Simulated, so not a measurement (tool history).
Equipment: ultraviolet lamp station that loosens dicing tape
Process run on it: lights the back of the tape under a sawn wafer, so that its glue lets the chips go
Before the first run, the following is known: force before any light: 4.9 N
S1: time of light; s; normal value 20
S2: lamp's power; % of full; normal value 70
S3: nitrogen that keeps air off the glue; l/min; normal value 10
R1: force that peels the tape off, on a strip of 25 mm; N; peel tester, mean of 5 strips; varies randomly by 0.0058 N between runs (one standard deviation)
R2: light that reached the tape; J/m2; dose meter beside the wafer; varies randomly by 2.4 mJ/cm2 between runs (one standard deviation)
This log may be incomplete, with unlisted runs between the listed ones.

run 1 hour=0 | S1=20 S2=70 S3=10 | R1=0.159 R2=2510
run 2 hour=6.9 | S1=20 S2=70 S3=10 | R1=0.169 R2=2510
run 3 hour=15.5 | S1=20 S2=70 S3=10 | R1=0.168 R2=2500
run 4 hour=21.5 | S1=20 S2=70 S3=10 | R1=0.167 R2=2460
run 5 hour=27.6 | S1=20 S2=70 S3=10 | R1=0.175 R2=2460
run 6 hour=41.2 | S1=20 S2=70 S3=10 | R1=0.17 R2=2450
run 7 hour=50 | S1=20 S2=70 S3=10 | R1=0.16 R2=2460
run 8 hour=60.1 | S1=37 S2=70 S3=10 | R1=0.071 R2=4620
run 9 hour=73.2 | S1=20 S2=70 S3=4 | R1=0.439 R2=2460
run 10 hour=84.7 | S1=20 S2=70 S3=9 | R1=0.193 R2=2420
run 11 hour=92.3 | S1=10 S2=70 S3=9 | R1=0.822 R2=1220
run 12 hour=104.5 | S1=38 S2=68 S3=15 | R1=0.067 R2=4470
run 13 hour=117.1 | S1=32 S2=60 S3=5 | R1=0.163 R2=3350
run 14 hour=128.8 | S1=32 S2=60 S3=5 | R1=0.16 R2=3360
run 15 hour=134.8 | S1=32 S2=60 S3=5 | R1=0.169 R2=3330
run 16 hour=147.2 | S1=13 S2=79 S3=7 | R1=0.52 R2=1790
run 17 hour=156.3 | S1=20 S2=70 S3=4 | R1=0.449 R2=2420
run 18 hour=162.3 | S1=20 S2=70 S3=4 | R1=0.456 R2=2400
run 19 hour=169.6 | S1=12 S2=83 S3=10 | R1=0.395 R2=1700

Here are 4 independent what-if runs from the current tool condition. What would each one return?
run A hour=179.4 | S1=18 S2=80 S3=17 | R1=? R2=?
run B hour=179.4 | S1=23 S2=86 S3=4 | R1=? R2=?
run C hour=179.4 | S1=20 S2=97 S3=10 | R1=? R2=?
run D hour=179.4 | S1=37 S2=70 S3=10 | R1=? R2=?

run=A R1=0.105 R2=2450
run=B R1=0.195 R2=3350
run=C R1=0.098 R2=3330
run=D R1=0.067 R2=4510
The same runs, with their run-to-run variation unchanged, on a tool lacking any hidden condition would have given:
run=A R1=0.089 R2=2670
run=B R1=0.158 R2=3650
run=C R1=0.088 R2=3630
run=D R1=0.065 R2=4910

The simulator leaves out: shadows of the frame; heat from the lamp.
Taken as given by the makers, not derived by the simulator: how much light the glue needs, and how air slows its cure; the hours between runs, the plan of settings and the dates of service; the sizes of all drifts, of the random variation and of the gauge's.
